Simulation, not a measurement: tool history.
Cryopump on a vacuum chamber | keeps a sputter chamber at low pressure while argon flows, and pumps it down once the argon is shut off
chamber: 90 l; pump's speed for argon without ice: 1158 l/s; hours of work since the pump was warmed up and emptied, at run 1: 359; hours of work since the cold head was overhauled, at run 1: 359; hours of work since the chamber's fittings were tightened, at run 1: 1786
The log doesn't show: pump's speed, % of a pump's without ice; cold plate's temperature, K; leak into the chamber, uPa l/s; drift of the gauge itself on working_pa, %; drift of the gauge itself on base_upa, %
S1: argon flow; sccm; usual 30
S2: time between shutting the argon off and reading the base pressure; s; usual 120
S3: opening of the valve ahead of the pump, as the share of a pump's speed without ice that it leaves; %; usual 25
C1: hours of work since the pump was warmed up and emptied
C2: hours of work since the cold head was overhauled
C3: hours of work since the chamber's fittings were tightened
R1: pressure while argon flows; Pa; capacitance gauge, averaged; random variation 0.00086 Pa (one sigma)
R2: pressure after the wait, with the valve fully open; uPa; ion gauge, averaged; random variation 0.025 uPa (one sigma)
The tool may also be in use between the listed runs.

{"run": 1, "day": 0.0, "S1": 30, "S2": 120, "S3": 25, "C1": 359, "C2": 359, "C3": 1786, "R1": 0.1797, "R2": 2.99}
{"run": 2, "day": 0.933, "S1": 30, "S2": 120, "S3": 25, "C1": 371, "C2": 371, "C3": 1799, "R1": 0.1788, "R2": 2.94}
{"run": 3, "day": 1.496, "S1": 30, "S2": 120, "S3": 25, "C1": 379, "C2": 379, "C3": 1806, "R1": 0.1799, "R2": 2.93}
{"run": 4, "day": 2.362, "S1": 16, "S2": 120, "S3": 25, "C1": 391, "C2": 391, "C3": 1818, "R1": 0.0954, "R2": 2.95}
{"run": 5, "day": 3.083, "S1": 16, "S2": 120, "S3": 25, "C1": 401, "C2": 401, "C3": 1828, "R1": 0.0964, "R2": 2.97}
{"run": 6, "day": 4.05, "S1": 16, "S2": 120, "S3": 25, "C1": 414, "C2": 414, "C3": 1842, "R1": 0.0962, "R2": 2.96}
{"run": 7, "day": 5.088, "S1": 19, "S2": 120, "S3": 25, "C1": 428, "C2": 428, "C3": 1856, "R1": 0.1141, "R2": 3.04}
{"run": 8, "day": 5.929, "S1": 30, "S2": 100, "S3": 25, "C1": 440, "C2": 440, "C3": 1867, "R1": 0.1801, "R2": 3.19}
{"run": 9, "day": 6.442, "S1": 30, "S2": 100, "S3": 25, "C1": 447, "C2": 447, "C3": 1874, "R1": 0.1809, "R2": 3.16}
{"run": 10, "day": 7.512, "S1": 30, "S2": 100, "S3": 25, "C1": 462, "C2": 462, "C3": 1889, "R1": 0.1808, "R2": 3.19}
{"run": 11, "day": 8.079, "S1": 30, "S2": 120, "S3": 21, "C1": 469, "C2": 469, "C3": 1897, "R1": 0.2125, "R2": 3.14}
{"run": 12, "day": 8.767, "S1": 30, "S2": 34, "S3": 21, "C1": 479, "C2": 479, "C3": 1906, "R1": 0.2132, "R2": 4.95}
{"run": 13, "day": 9.721, "S1": 30, "S2": 34, "S3": 15, "C1": 492, "C2": 492, "C3": 1919, "R1": 0.2984, "R2": 4.96}
{"run": 14, "day": 10.629, "S1": 30, "S2": 34, "S3": 15, "C1": 505, "C2": 505, "C3": 1932, "R1": 0.2974, "R2": 5.1}
{"run": 15, "day": 11.612, "S1": 30, "S2": 120, "S3": 25, "C1": 518, "C2": 518, "C3": 1945, "R1": 0.1797, "R2": 3.21}
{"run": 16, "day": 12.646, "S1": 30, "S2": 120, "S3": 25, "C1": 532, "C2": 532, "C3": 1960, "R1": 0.1817, "R2": 3.24}
{"run": 17, "day": 13.379, "S1": 51, "S2": 57, "S3": 30, "C1": 542, "C2": 542, "C3": 1970, "R1": 0.2579, "R2": 4.14}
{"run": 18, "day": 14.3, "S1": 13, "S2": 26, "S3": 24, "C1": 555, "C2": 555, "C3": 1982, "R1": 0.0824, "R2": 5.81}
{"run": 19, "day": 14.762, "S1": 30, "S2": 50, "S3": 24, "C1": 561, "C2": 561, "C3": 1989, "R1": 0.1883, "R2": 4.34}
{"run": 20, "day": 15.262, "S1": 30, "S2": 50, "S3": 45, "C1": 568, "C2": 568, "C3": 1996, "R1": 0.1038, "R2": 4.42}
{"run": 21, "day": 16.288, "S1": 57, "S2": 50, "S3": 25, "C1": 582, "C2": 582, "C3": 2010, "R1": 0.3451, "R2": 4.27}
{"run": 22, "day": 17.312, "S1": 57, "S2": 50, "S3": 25, "C1": 596, "C2": 596, "C3": 2024, "R1": 0.3438, "R2": 4.46}
{"run": 23, "day": 17.904, "S1": 57, "S2": 50, "S3": 25, "C1": 604, "C2": 604, "C3": 2032, "R1": 0.3439, "R2": 4.4}
{"run": 24, "day": 18.917, "S1": 57, "S2": 50, "S3": 35, "C1": 618, "C2": 618, "C3": 2046, "R1": 0.251, "R2": 4.38}
{"run": 25, "day": 19.958, "S1": 47, "S2": 110, "S3": 25, "C1": 633, "C2": 633, "C3": 2060, "R1": 0.2856, "R2": 3.44}
{"run": 26, "day": 20.55, "S1": 25, "S2": 110, "S3": 25, "C1": 641, "C2": 641, "C3": 2068, "R1": 0.1526, "R2": 3.51}
{"run": 27, "day": 21.338, "S1": 16, "S2": 154, "S3": 20, "C1": 652, "C2": 652, "C3": 2079, "R1": 0.1212, "R2": 3.29}
{"run": 28, "day": 22.154, "S1": 50, "S2": 27, "S3": 42, "C1": 663, "C2": 663, "C3": 2090, "R1": 0.1852, "R2": 6.04}
{"run": 29, "day": 23.217, "S1": 30, "S2": 65, "S3": 33, "C1": 677, "C2": 677, "C3": 2105, "R1": 0.1409, "R2": 4.06}
{"run": 30, "day": 23.692, "S1": 34, "S2": 229, "S3": 25, "C1": 684, "C2": 684, "C3": 2111, "R1": 0.2089, "R2": 3.21}
{"run": 31, "day": 24.679, "S1": 25, "S2": 120, "S3": 25, "C1": 698, "C2": 698, "C3": 2125, "R1": 0.1535, "R2": 3.54}

4 ways to go on from here, each from the tool as it stands after run 31. What would each give?
{"run": "A", "day": 25.412, "S1": 40, "S2": 83, "S3": 18, "C1": 708, "C2": 708, "C3": 2135, "R1": "?", "R2": "?"}
{"run": "B", "day": 25.412, "S1": 39, "S2": 179, "S3": 25, "C1": 708, "C2": 708, "C3": 2135, "R1": "?", "R2": "?"}
{"run": "C", "day": 25.412, "S1": 54, "S2": 62, "S3": 25, "C1": 708, "C2": 708, "C3": 2135, "R1": "?", "R2": "?"}
{"run": "D", "day": 25.412, "S1": 43, "S2": 120, "S3": 23, "C1": 708, "C2": 708, "C3": 2135, "R1": "?", "R2": "?"}

run=A R1=0.3356 R2=3.84
run=B R1=0.2387 R2=3.25
run=C R1=0.3298 R2=4.25
run=D R1=0.2834 R2=3.52
Without the tool's hidden state the same runs would have given:
run=A R1=0.3247 R2=1.28
run=B R1=0.2281 R2=0.72
run=C R1=0.3151 R2=1.67
run=D R1=0.2718 R2=0.97
